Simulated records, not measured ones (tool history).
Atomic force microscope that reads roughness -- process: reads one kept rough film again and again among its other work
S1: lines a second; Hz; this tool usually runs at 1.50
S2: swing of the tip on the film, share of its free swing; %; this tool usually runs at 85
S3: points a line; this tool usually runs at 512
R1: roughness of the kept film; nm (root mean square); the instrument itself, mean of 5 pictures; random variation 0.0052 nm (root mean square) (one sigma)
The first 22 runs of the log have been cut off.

Run 23, hour 183.9: usual settings but S1 2.12 Hz, S2 69 %. Result: R1 0.814 nm (root mean square).
Run 24, hour 195.4: usual settings but S1 2.58 Hz, S2 55 %, S3 264. Result: R1 0.826 nm (root mean square).
At hour 200.9: height scale calibrated on a step standard, once more.
Run 25, hour 206.5: usual settings but S1 2.58 Hz, S2 55 %, S3 264. Result: R1 0.833 nm (root mean square).
Run 26, hour 216.1: usual settings but S1 2.58 Hz, S2 55 %, S3 264. Result: R1 0.819 nm (root mean square).
Run 27, hour 228.3: usual settings but S1 2.58 Hz, S2 55 %, S3 264. Result: R1 0.825 nm (root mean square).
Run 28, hour 236.4: usual settings but S1 3.02 Hz, S2 55 %, S3 276. Result: R1 0.807 nm (root mean square).
Run 29, hour 245.8: usual settings but S1 3.02 Hz, S2 55 %, S3 276. Result: R1 0.812 nm (root mean square).
Run 30, hour 251.3: usual settings but S3 486. Result: R1 0.779 nm (root mean square).
At hour 257.2: new tip fitted.
Run 31, hour 258.0: usual settings but S3 486. Result: R1 0.838 nm (root mean square).
Run 32, hour 264.0: usual settings but S1 1.40 Hz, S3 436. Result: R1 0.835 nm (root mean square).
Run 33, hour 270.5: usual settings but S1 1.40 Hz, S3 436. Result: R1 0.836 nm (root mean square).
Run 34, hour 278.1: usual settings but S1 0.58 Hz, S3 539. Result: R1 0.876 nm (root mean square).
Run 35, hour 289.3: usual settings but S1 1.29 Hz, S2 77 %, S3 340. Result: R1 0.853 nm (root mean square).
Run 36, hour 299.0: usual settings but S1 1.82 Hz, S2 66 %, S3 340. Result: R1 0.866 nm (root mean square).
Run 37, hour 311.1: usual settings but S1 1.82 Hz, S2 66 %, S3 340. Result: R1 0.858 nm (root mean square).
Run 38, hour 318.3: usual settings but S1 1.82 Hz, S2 66 %, S3 340. Result: R1 0.850 nm (root mean square).
Run 39, hour 326.2: usual settings but S1 1.93 Hz. Result: R1 0.784 nm (root mean square).
Run 40, hour 336.6: usual settings but S1 0.80 Hz, S2 69 %, S3 329. Result: R1 0.864 nm (root mean square).
Run 41, hour 343.6: usual settings but S1 0.78 Hz, S3 610. Result: R1 0.846 nm (root mean square).
Run 42, hour 350.7: usual settings but S1 1.54 Hz. Result: R1 0.798 nm (root mean square).
Run 43, hour 360.5: usual settings but S1 0.60 Hz, S2 56 %, S3 882. Result: R1 0.882 nm (root mean square).
Run 44, hour 371.9: usual settings but S1 1.23 Hz, S2 56 %, S3 569. Result: R1 0.870 nm (root mean square).

Below are 4 alternative next runs, each starting from the tool's condition after run 44. Predict each:
Run A, hour 381.6: usual settings but S1 1.23 Hz, S2 67 %, S3 539. Result: R1 ?.
Run B, hour 381.6: usual settings but S1 3.53 Hz, S3 894. Result: R1 ?.
Run C, hour 381.6: usual settings but S1 1.23 Hz, S2 82 %, S3 659. Result: R1 ?.
Run D, hour 381.6: usual settings but S1 3.76 Hz, S2 56 %, S3 569. Result: R1 ?.

run     R1
  A  0.843
  B  0.713
  C  0.825
  D  0.835
Stripped of hidden state, with their random variation kept, the same runs would have yielded:
run     R1
  A  0.887
  B  0.749
  C  0.868
  D  0.878

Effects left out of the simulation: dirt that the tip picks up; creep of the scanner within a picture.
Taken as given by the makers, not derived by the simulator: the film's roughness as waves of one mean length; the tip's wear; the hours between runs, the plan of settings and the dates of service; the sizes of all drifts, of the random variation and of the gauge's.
